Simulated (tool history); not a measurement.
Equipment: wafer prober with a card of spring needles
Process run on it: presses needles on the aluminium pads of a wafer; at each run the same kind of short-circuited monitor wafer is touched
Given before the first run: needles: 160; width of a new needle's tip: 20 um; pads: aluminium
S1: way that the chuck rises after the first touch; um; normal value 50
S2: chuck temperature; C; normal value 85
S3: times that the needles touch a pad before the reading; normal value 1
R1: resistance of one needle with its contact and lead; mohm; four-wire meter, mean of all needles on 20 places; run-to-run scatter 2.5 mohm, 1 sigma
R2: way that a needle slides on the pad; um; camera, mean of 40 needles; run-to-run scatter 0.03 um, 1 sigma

run,hour,S1,S2,S3,R1,R2
1,0.0,50,85,1,281,10.97
# hour 5.5: tips cleaned on abrasive film
# hour 19.2: tips cleaned on abrasive film
# hour 32.8: tips cleaned on abrasive film
2,37.2,50,85,1,281,10.89
# hour 45.5: tips cleaned on abrasive film
# hour 59.1: tips cleaned on abrasive film
# hour 72.8: tips cleaned on abrasive film
3,80.8,46,85,1,281,10.08
# hour 86.3: tips cleaned on abrasive film
# hour 97.3: tips cleaned on abrasive film
# hour 108.2: tips cleaned on abrasive film
# hour 111.3: height of the first contact set anew
# hour 122.2: tips cleaned on abrasive film
# hour 133.2: tips cleaned on abrasive film
4,141.9,50,85,1,281,10.87
# hour 144.7: tips cleaned on abrasive film
# hour 155.7: tips cleaned on abrasive film
# hour 166.6: tips cleaned on abrasive film
5,173.7,50,85,1,282,10.95
# hour 179.3: tips cleaned on abrasive film
# hour 190.2: tips cleaned on abrasive film
# hour 203.9: tips cleaned on abrasive film
# hour 215.9: tips cleaned on abrasive film
6,215.9,37,85,1,291,8.11
# hour 226.9: tips cleaned on abrasive film
# hour 237.8: tips cleaned on abrasive film
# hour 251.5: tips cleaned on abrasive film
# hour 262.6: height of the first contact set anew
# hour 265.4: tips cleaned on abrasive film
# hour 276.4: tips cleaned on abrasive film
# hour 288.8: tips cleaned on abrasive film
7,288.8,50,85,3,283,10.93
# hour 299.7: tips cleaned on abrasive film
# hour 313.4: tips cleaned on abrasive film
# hour 327.0: tips cleaned on abrasive film
# hour 338.0: tips cleaned on abrasive film
# hour 351.7: tips cleaned on abrasive film
8,359.7,50,85,1,275,10.93
# hour 365.3: tips cleaned on abrasive film
# hour 378.9: tips cleaned on abrasive film
# hour 392.6: tips cleaned on abrasive film
# hour 406.3: tips cleaned on abrasive film
# hour 414.7: height of the first contact set anew
# hour 417.9: tips cleaned on abrasive film
9,417.9,50,85,3,279,10.89
# hour 431.5: tips cleaned on abrasive film
# hour 445.2: tips cleaned on abrasive film
# hour 458.8: tips cleaned on abrasive film
10,469.6,50,85,3,282,10.92
# hour 472.4: tips cleaned on abrasive film
# hour 483.4: tips cleaned on abrasive film
# hour 497.1: tips cleaned on abrasive film
# hour 510.7: tips cleaned on abrasive film
# hour 524.4: tips cleaned on abrasive film
# hour 535.3: tips cleaned on abrasive film
11,541.4,50,85,1,282,10.84
# hour 546.9: tips cleaned on abrasive film
# hour 557.9: tips cleaned on abrasive film
# hour 566.3: height of the first contact set anew
# hour 571.8: tips cleaned on abrasive film
# hour 582.8: tips cleaned on abrasive film
# hour 596.4: tips cleaned on abrasive film
12,598.4,50,85,1,282,10.84
# hour 609.4: tips cleaned on abrasive film
# hour 620.3: tips cleaned on abrasive film
# hour 634.0: tips cleaned on abrasive film
# hour 647.7: tips cleaned on abrasive film
# hour 661.3: tips cleaned on abrasive film
13,666.6,50,95,2,281,10.89
# hour 674.8: tips cleaned on abrasive film
# hour 685.8: tips cleaned on abrasive film
# hour 699.4: tips cleaned on abrasive film
# hour 710.4: tips cleaned on abrasive film
# hour 718.8: height of the first contact set anew
# hour 724.3: tips cleaned on abrasive film
# hour 735.3: tips cleaned on abrasive film
14,736.4,50,95,2,287,10.89
# hour 747.3: tips cleaned on abrasive film
# hour 758.3: tips cleaned on abrasive film
# hour 771.9: tips cleaned on abrasive film
15,779.2,50,95,2,284,10.86
# hour 784.8: tips cleaned on abrasive film
# hour 798.4: tips cleaned on abrasive film
# hour 809.4: tips cleaned on abrasive film
# hour 820.3: tips cleaned on abrasive film
# hour 834.0: tips cleaned on abrasive film
16,838.6,50,37,2,267,10.87
# hour 846.8: tips cleaned on abrasive film
# hour 857.8: tips cleaned on abrasive film
# hour 871.4: tips cleaned on abrasive film
# hour 871.7: height of the first contact set anew
# hour 885.4: tips cleaned on abrasive film
17,885.8,45,39,2,270,9.78
# hour 896.7: tips cleaned on abrasive film
# hour 907.7: tips cleaned on abrasive film
# hour 918.6: tips cleaned on abrasive film
# hour 932.3: tips cleaned on abrasive film
# hour 945.9: tips cleaned on abrasive film
18,951.9,36,85,2,288,7.82
# hour 957.4: tips cleaned on abrasive film
# hour 968.4: tips cleaned on abrasive film
# hour 982.0: tips cleaned on abrasive film
# hour 993.0: tips cleaned on abrasive film
19,1001.6,50,67,1,276,10.87
# hour 1004.4: tips cleaned on abrasive film
# hour 1015.3: tips cleaned on abrasive film
# hour 1023.8: height of the first contact set anew
# hour 1029.3: tips cleaned on abrasive film
# hour 1040.2: tips cleaned on abrasive film
# hour 1053.9: tips cleaned on abrasive film
# hour 1067.6: tips cleaned on abrasive film
20,1072.5,53,69,1,279,11.45
# hour 1080.7: tips cleaned on abrasive film
# hour 1094.4: tips cleaned on abrasive film
# hour 1105.3: tips cleaned on abrasive film
# hour 1119.0: tips cleaned on abrasive film
21,1125.4,50,47,1,272,10.80
# hour 1130.9: tips cleaned on abrasive film
# hour 1141.9: tips cleaned on abrasive film
# hour 1152.8: tips cleaned on abrasive film
22,1163.5,31,85,1,294,6.72
# hour 1166.3: tips cleaned on abrasive film
# hour 1174.8: height of the first contact set anew
# hour 1180.3: tips cleaned on abrasive film
# hour 1191.2: tips cleaned on abrasive film
# hour 1204.9: tips cleaned on abrasive film
23,1206.7,50,55,2,275,10.82

3 options for the next run, each taken on its own from the tool as it stands now. Forecast them:
# hour 1217.6: tips cleaned on abrasive film
# hour 1228.6: tips cleaned on abrasive film
# hour 1242.2: tips cleaned on abrasive film
# hour 1255.9: tips cleaned on abrasive film
# hour 1269.5: tips cleaned on abrasive film
A,1279.9,60,51,1,?,?
# hour 1217.6: tips cleaned on abrasive film
# hour 1228.6: tips cleaned on abrasive film
# hour 1242.2: tips cleaned on abrasive film
# hour 1255.9: tips cleaned on abrasive film
# hour 1269.5: tips cleaned on abrasive film
B,1279.9,66,85,2,?,?
# hour 1217.6: tips cleaned on abrasive film
# hour 1228.6: tips cleaned on abrasive film
# hour 1242.2: tips cleaned on abrasive film
# hour 1255.9: tips cleaned on abrasive film
# hour 1269.5: tips cleaned on abrasive film
C,1279.9,38,73,1,?,?

run,R1,R2
A,269,12.96
B,276,14.28
C,285,8.23
The same runs, with their run-to-run variation unchanged, on a tool lacking any hidden condition would have given:
run,R1,R2
A,268,13.11
B,276,14.44
C,284,8.33

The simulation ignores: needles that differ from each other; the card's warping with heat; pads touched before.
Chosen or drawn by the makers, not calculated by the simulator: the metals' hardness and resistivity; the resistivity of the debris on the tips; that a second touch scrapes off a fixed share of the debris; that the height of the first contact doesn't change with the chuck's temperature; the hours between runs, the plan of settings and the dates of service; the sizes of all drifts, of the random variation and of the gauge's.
